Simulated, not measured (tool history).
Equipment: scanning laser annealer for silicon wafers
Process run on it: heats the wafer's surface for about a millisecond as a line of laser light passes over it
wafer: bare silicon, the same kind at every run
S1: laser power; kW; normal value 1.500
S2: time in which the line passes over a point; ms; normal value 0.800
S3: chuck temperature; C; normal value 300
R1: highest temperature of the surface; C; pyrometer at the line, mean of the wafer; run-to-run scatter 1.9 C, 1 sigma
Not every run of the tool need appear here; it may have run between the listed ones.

run,hour,S1,S2,S3,R1
1,0.0,1.500,0.800,300,1082
2,33.2,1.500,0.800,269,1053
3,60.8,1.500,0.800,300,1077
4,96.2,1.500,0.800,300,1072
5,143.0,1.534,0.800,300,1094
6,163.4,1.534,0.800,300,1091
7,208.9,1.500,0.800,300,1070
# hour 216.4: window over the wafer cleaned
8,247.3,1.560,0.800,300,1142
9,275.1,1.560,0.800,300,1136
10,295.7,1.560,0.800,300,1130
11,341.6,1.560,0.800,300,1133
12,363.8,1.458,0.983,325,1166
13,406.6,1.500,0.660,300,1015
14,444.7,1.500,0.660,300,1011
15,473.7,1.647,0.849,264,1165
# hour 481.1: optics aligned, line set to its width
16,510.6,1.552,0.800,290,1126
17,547.5,1.480,0.800,290,1080
18,580.9,1.578,0.654,281,1049
19,614.7,1.428,0.911,281,1076
20,635.4,1.448,0.800,300,1059
21,672.8,1.615,0.667,278,1070
22,714.1,1.506,0.943,313,1169

Same runs, no hidden state in the tool, same run-to-run variation:
Hidden state present: light that passes the window, % of a clean one's; laser's true power over the reading, %; width of the line over the set one, %; drift of the gauge itself on peak_c, C.
run,R1
1,1124
2,1097
3,1124
4,1121
5,1148
6,1146
7,1128
8,1170
9,1166
10,1162
11,1168
12,1204
13,1049
14,1049
15,1215
16,1150
17,1106
18,1077
19,1108
20,1091
21,1106
22,1212
